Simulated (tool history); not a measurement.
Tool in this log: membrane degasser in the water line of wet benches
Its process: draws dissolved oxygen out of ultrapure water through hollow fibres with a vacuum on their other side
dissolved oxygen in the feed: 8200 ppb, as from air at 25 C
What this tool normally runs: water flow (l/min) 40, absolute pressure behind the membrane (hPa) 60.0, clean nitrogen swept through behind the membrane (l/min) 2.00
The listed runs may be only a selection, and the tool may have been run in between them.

run	hour	water flow (l/min)	absolute pressure behind the membrane (hPa)	clean nitrogen swept through behind the membrane (l/min)	dissolved oxygen in the water behind the degasser (ppb)	pressure that the water loses in the fibres (hPa)
1	0.0	40	60.0	2.00	138.0	444.5
2	38.0	31	60.0	2.00	106.4	343.1
3	70.8	31	100.0	2.00	239.5	343.8
4	116.9	31	100.0	2.00	243.5	342.7
5	157.0	40	60.0	3.39	90.4	442.0
6	208.2	40	60.0	3.39	88.6	445.3
7	257.1	40	60.0	3.39	89.4	442.1
# hour 289.8: vacuum gauge calibrated
8	303.6	60	60.0	3.39	171.4	666.7
9	344.9	60	46.7	3.39	117.6	661.0
10	394.6	60	46.7	3.39	117.3	664.7
11	428.7	60	46.7	3.39	116.5	663.9
12	450.6	60	46.7	3.39	116.1	666.2
13	476.8	60	79.8	3.39	240.2	662.5
14	525.4	40	60.0	2.00	132.0	443.6
15	573.8	40	60.0	2.00	133.6	446.3
16	597.9	40	60.0	2.00	133.0	444.4
17	620.5	47	91.3	0.96	541.9	521.5
18	643.6	47	91.3	0.96	540.5	521.5
19	681.2	47	91.3	0.96	559.9	525.1
20	705.7	47	91.3	4.45	164.3	521.3
21	735.3	47	91.3	2.77	245.4	522.5

The next listed run, before its measurement:
22	786.1	47	91.3	2.77	?	?

Run 22 came out at dissolved oxygen in the water behind the degasser (ppb) 248.3, pressure that the water loses in the fibres (hPa) 522.1.
On a tool with no hidden condition, and with the same random variation, this run would have come out at dissolved oxygen in the water behind the degasser (ppb) 245.1, pressure that the water loses in the fibres (hPa) 513.4.

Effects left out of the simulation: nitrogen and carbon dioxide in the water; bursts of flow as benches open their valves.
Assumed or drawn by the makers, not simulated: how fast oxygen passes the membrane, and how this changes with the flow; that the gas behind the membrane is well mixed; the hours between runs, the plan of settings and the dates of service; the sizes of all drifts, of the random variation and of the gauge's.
